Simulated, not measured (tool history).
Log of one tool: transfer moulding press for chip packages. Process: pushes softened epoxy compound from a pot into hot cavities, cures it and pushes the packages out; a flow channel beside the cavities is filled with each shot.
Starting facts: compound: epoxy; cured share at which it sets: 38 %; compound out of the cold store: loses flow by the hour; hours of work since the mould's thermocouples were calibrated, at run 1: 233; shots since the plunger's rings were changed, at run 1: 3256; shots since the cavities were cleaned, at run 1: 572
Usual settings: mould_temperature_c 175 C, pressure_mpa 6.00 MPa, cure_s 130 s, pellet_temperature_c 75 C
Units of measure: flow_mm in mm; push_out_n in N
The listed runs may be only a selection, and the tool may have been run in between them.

run	hour	mould_temperature_c	pressure_mpa	cure_s	pellet_temperature_c	hours of work since the mould's thermocouples were calibrated	shots since the plunger's rings were changed	shots since the cavities were cleaned	incoming compound's hours out of the cold store	flow_mm	push_out_n
1	0.0	175	6.00	130	75	233	3256	572	38.6	572	736
2	54.8	175	6.00	130	77	276	3861	1177	36.6	576	802
# hour 61.1: cavities cleaned with cleaning compound and waxed
3	91.7	175	6.00	130	77	304	4252	339	29.8	587	675
4	148.7	175	6.00	130	77	349	4880	967	10.8	631	788
# hour 171.9: cavities cleaned with cleaning compound and waxed
5	186.9	175	6.00	130	77	378	5286	166	26.6	589	633
# hour 214.7: mould's thermocouples calibrated
# hour 221.5: plunger's sealing rings changed
6	229.9	175	6.00	111	75	10	92	590	34.5	599	886
7	275.4	175	6.00	111	82	46	594	1092	15.4	643	989
# hour 287.6: cavities cleaned with cleaning compound and waxed
8	325.3	175	6.00	111	82	84	1129	417	33.1	596	834
9	380.2	175	6.00	130	75	127	1734	1022	8.4	651	808
# hour 400.2: cavities cleaned with cleaning compound and waxed
10	425.1	175	6.00	130	75	162	2213	274	14.3	634	691
11	464.3	175	6.00	145	75	192	2646	707	30.0	596	748
12	501.0	175	7.40	145	75	221	3050	1111	26.0	670	779
# hour 510.8: cavities cleaned with cleaning compound and waxed
13	543.5	175	6.00	156	75	254	3503	361	43.0	564	633
14	576.9	182	6.00	130	75	280	3872	730	35.2	562	731
# hour 622.2: cavities cleaned with cleaning compound and waxed
15	634.3	173	6.00	130	83	324	4489	134	19.6	615	619
16	689.2	178	4.95	167	83	367	5094	739	19.0	547	721
# hour 730.3: mould's thermocouples calibrated
# hour 735.0: cavities cleaned with cleaning compound and waxed
17	735.0	179	6.00	130	65	3	5561	0	18.1	601	470
# hour 744.1: plunger's sealing rings changed
18	781.5	179	4.69	130	65	37	413	486	16.9	554	678
19	805.4	175	4.69	130	70	56	676	749	41.7	511	750
# hour 847.6: cavities cleaned with cleaning compound and waxed
20	865.1	175	4.69	130	70	102	1319	194	9.1	578	634
21	902.8	172	5.18	130	77	132	1734	609	13.8	601	814
# hour 958.7: cavities cleaned with cleaning compound and waxed
22	958.7	179	5.18	130	77	174	2335	0	43.0	520	481
23	995.7	179	5.18	130	77	204	2743	408	37.3	531	685
24	1049.7	179	7.40	130	68	246	3339	1004	42.8	618	773
# hour 1068.4: cavities cleaned with cleaning compound and waxed
25	1080.3	175	6.00	130	84	269	3660	131	31.3	587	572
26	1109.2	180	6.00	130	65	292	3979	450	14.5	614	674
27	1137.0	175	5.79	130	75	314	4285	756	23.8	589	767
# hour 1180.5: cavities cleaned with cleaning compound and waxed
28	1181.4	175	5.79	130	75	348	4759	10	22.4	590	497

Measured minus without-hidden-state, run by run (identical run-to-run variation in each term; gauge scatter may differ):
Unlogged tool condition in this case: true mould temperature over the reading, C; pressure that reaches the compound, % of what is set; grip of the stained cavities, % over clean ones'; drift of the gauge itself on flow_mm, %; drift of the gauge itself on push_out_n, %.
run	flow_mm	push_out_n
1	-18	+257
2	-21	+311
3	-23	+198
4	-29	+300
5	-29	+131
6	+0	+322
7	-3	+389
8	-6	+276
9	-10	+318
10	-12	+194
11	-13	+278
12	-18	+306
13	-17	+196
14	-19	+276
15	-24	+104
16	-24	+271
17	-28	+8
18	-2	+233
19	-4	+281
20	-8	+144
21	-9	+286
22	-11	+11
23	-13	+218
24	-19	+301
25	-21	+93
26	-23	+218
27	-24	+280
28	-26	+6
